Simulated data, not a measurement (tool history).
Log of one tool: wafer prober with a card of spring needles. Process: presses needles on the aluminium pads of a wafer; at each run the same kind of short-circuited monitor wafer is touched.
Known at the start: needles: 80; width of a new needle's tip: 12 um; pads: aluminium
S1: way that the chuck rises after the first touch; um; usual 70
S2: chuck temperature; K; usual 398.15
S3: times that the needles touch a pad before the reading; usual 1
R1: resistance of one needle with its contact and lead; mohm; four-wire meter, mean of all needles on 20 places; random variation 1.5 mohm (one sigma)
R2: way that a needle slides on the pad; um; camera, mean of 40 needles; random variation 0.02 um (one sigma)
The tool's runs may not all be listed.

run    hour  S1      S2  S3   R1     R2
  1       0  70  398.15   1  146  18.92
       24.4  -- tips cleaned on abrasive film
  2    44.4  70  398.15   1  146   18.9
       57.5  -- tips cleaned on abrasive film
       88.6  -- tips cleaned on abrasive film
  3   106.6  70  398.15   1  149  18.96
      118.1  -- tips cleaned on abrasive film
      149.6  -- tips cleaned on abrasive film
        183  -- tips cleaned on abrasive film
  4   200.8  70  398.15   1  147  18.92
      214.8  -- tips cleaned on abrasive film
      247.2  -- tips cleaned on abrasive film
      278.5  -- tips cleaned on abrasive film
  5   290.6  70  306.15   1  132     19
      309.7  -- tips cleaned on abrasive film
  6   337.5  70  306.15   1  132  18.98
      344.1  -- tips cleaned on abrasive film
      376.2  -- tips cleaned on abrasive film
  7   403.5  70  313.15   1  135  19.04
      407.8  -- tips cleaned on abrasive film
      442.1  -- tips cleaned on abrasive film
      460.7  -- height of the first contact set anew
  8   461.7  70  313.15   1  134  18.97
        474  -- tips cleaned on abrasive film
      503.9  -- tips cleaned on abrasive film
  9   514.6  70  398.15   1  145  18.98
      536.9  -- tips cleaned on abrasive film
      569.9  -- tips cleaned on abrasive film
 10   574.4  87  398.15   1  143  23.59
      599.4  -- tips cleaned on abrasive film
 11   621.2  87  398.15   1  144   23.6
      628.2  -- tips cleaned on abrasive film
      657.4  -- tips cleaned on abrasive film
 12   681.4  87  398.15   1  143  23.61
        688  -- tips cleaned on abrasive film
      717.4  -- tips cleaned on abrasive film
      749.5  -- tips cleaned on abrasive film
 13   751.4  58  398.15   1  148  15.76
      779.9  -- tips cleaned on abrasive film
 14   795.2  58  398.15   1  151  15.76
      809.2  -- tips cleaned on abrasive film
      837.7  -- tips cleaned on abrasive film
      872.6  -- tips cleaned on abrasive film
 15   881.4  69  398.15   1  148  18.75
      901.9  -- tips cleaned on abrasive film
        934  -- tips cleaned on abrasive film
        965  -- tips cleaned on abrasive film
 16   966.9  63  299.15   1  129  17.16
      998.6  -- tips cleaned on abrasive film
     1028.3  -- tips cleaned on abrasive film
     1061.9  -- tips cleaned on abrasive film
 17  1062.4  62  334.15   1  137  16.85
     1076.6  -- height of the first contact set anew
       1096  -- tips cleaned on abrasive film
     1124.3  -- tips cleaned on abrasive film
     1155.6  -- tips cleaned on abrasive film
 18  1158.5  70  384.15   1  145  19.08
     1188.7  -- tips cleaned on abrasive film
     1217.4  -- tips cleaned on abrasive film
     1246.9  -- tips cleaned on abrasive film
 19  1246.9  68  345.15   3  139  18.53
     1280.9  -- tips cleaned on abrasive film
     1311.8  -- tips cleaned on abrasive film
 20  1317.4  63  338.15   1  139   17.2
     1344.2  -- tips cleaned on abrasive film
     1374.4  -- tips cleaned on abrasive film
     1403.2  -- tips cleaned on abrasive film
 21  1403.2  73  304.15   3  131  19.91
     1437.9  -- tips cleaned on abrasive film
 22    1452  84  304.15   1  130  22.91
     1467.3  -- tips cleaned on abrasive film
     1501.2  -- tips cleaned on abrasive film
 23  1508.8  64  373.15   1  145  17.48
     1529.8  -- tips cleaned on abrasive film
 24  1554.5  64  373.15   1  146  17.45
     1561.5  -- tips cleaned on abrasive film
     1594.3  -- tips cleaned on abrasive film
       1628  -- tips cleaned on abrasive film
 25  1646.8  70  398.15   2  147  19.14
     1659.2  -- tips cleaned on abrasive film
     1692.2  -- tips cleaned on abrasive film
     1692.5  -- height of the first contact set anew
 26  1714.9  70  398.15   2  149  19.13
     1721.5  -- tips cleaned on abrasive film
     1749.4  -- gauge calibrated
     1756.4  -- tips cleaned on abrasive film
     1785.4  -- tips cleaned on abrasive film
 27  1800.6  70  358.15   2  141  18.91
     1816.5  -- tips cleaned on abrasive film
       1846  -- tips cleaned on abrasive film
 28  1848.1  71  353.15   3  140  19.22
     1878.4  -- tips cleaned on abrasive film
     1907.4  -- tips cleaned on abrasive film
 29  1921.8  54  299.15   1  133   14.6

4 ways to go on from here, each from the tool as it stands after run 29. What would each give?
     1935.8  -- tips cleaned on abrasive film
     1967.5  -- tips cleaned on abrasive film
  A  1993.5  64  398.15   1   ?   ?
     1935.8  -- tips cleaned on abrasive film
     1967.5  -- tips cleaned on abrasive film
  B  1993.5  54  299.15   3   ?   ?
     1935.8  -- tips cleaned on abrasive film
     1967.5  -- tips cleaned on abrasive film
  C  1993.5  72  398.15   2   ?   ?
     1935.8  -- tips cleaned on abrasive film
     1967.5  -- tips cleaned on abrasive film
  D  1993.5  86  303.15   1   ?   ?

run   R1     R2
  A  148  17.32
  B  133   14.6
  C  144  19.46
  D  128  23.28
Without the tool's hidden state the same runs would have given:
run   R1     R2
  A  148   17.3
  B  133  14.58
  C  144  19.43
  D  128  23.24

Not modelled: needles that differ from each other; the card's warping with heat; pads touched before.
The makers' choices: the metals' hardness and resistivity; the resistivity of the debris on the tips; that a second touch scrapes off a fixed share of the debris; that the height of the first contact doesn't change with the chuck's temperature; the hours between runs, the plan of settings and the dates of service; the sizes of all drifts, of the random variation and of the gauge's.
